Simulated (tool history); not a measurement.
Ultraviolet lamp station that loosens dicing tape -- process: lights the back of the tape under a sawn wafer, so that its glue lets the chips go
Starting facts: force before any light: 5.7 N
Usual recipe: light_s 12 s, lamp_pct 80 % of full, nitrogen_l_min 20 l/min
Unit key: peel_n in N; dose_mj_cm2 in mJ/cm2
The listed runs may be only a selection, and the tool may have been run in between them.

run   hour  light_s  lamp_pct  nitrogen_l_min  peel_n  dose_mj_cm2
  1      0       12        80              20   0.253          405
  2     31       12        80              20   0.257          401
  3   49.1       12        80              20    0.26          395
  4     68       12        80              20   0.269          389
  5   84.8       12        80              20   0.273          386
  6  108.3       12        80              20    0.28          378
  7  139.2       12        80              13   0.424          375
  8  169.7       12        64              20   0.511          296
  9  199.1       12        64              20   0.519          291
 10  221.2       12        80              20   0.331          363
 11  250.9       12        80              20   0.338          353
 12  284.2       12        80              20   0.341          347
 13  321.2        8        72              20   1.044          202
 14    351       12        78              20   0.402          327
 15  378.8        6        67              17   1.821          142
 16    417       24        76              10   0.176          615
     419.6  -- window cleaned of glue's vapour
 17  438.9       24        76              10   0.132          701
 18  477.8       24        76              10   0.138          700
 19    518       24        76              10   0.142          679
 20  537.3       24        95              16   0.087          849
 21  556.8       24        69              10   0.178          608
 22  593.1       23        77              32   0.092          638
 23  622.2       12        95              38   0.163          405
 24  639.4       12        80               9   0.743          335

Some steps in peel_n between neighbouring runs. How much of each would the tool show without its hidden state too (settings, what came in, random variation), and how much is left for the hidden state, with any gauge scatter that isn't in both results?
The tool's hidden condition here consists of: lamp's light, % of a new lamp's; light that the window lets through, % of a clean one's; drift of the gauge itself on peel_n, %; drift of the gauge itself on dose_mj_cm2, %.
Run 14 -> 15: light_s 12 -> 6, lamp_pct 78 -> 67, nitrogen_l_min 20 -> 17. peel_n +1.419 N: hidden state +0.423, all else +0.996.
Run 15 -> 16: light_s 6 -> 24, lamp_pct 67 -> 76, nitrogen_l_min 17 -> 10. peel_n -1.645 N: hidden state -0.563, all else -1.082.

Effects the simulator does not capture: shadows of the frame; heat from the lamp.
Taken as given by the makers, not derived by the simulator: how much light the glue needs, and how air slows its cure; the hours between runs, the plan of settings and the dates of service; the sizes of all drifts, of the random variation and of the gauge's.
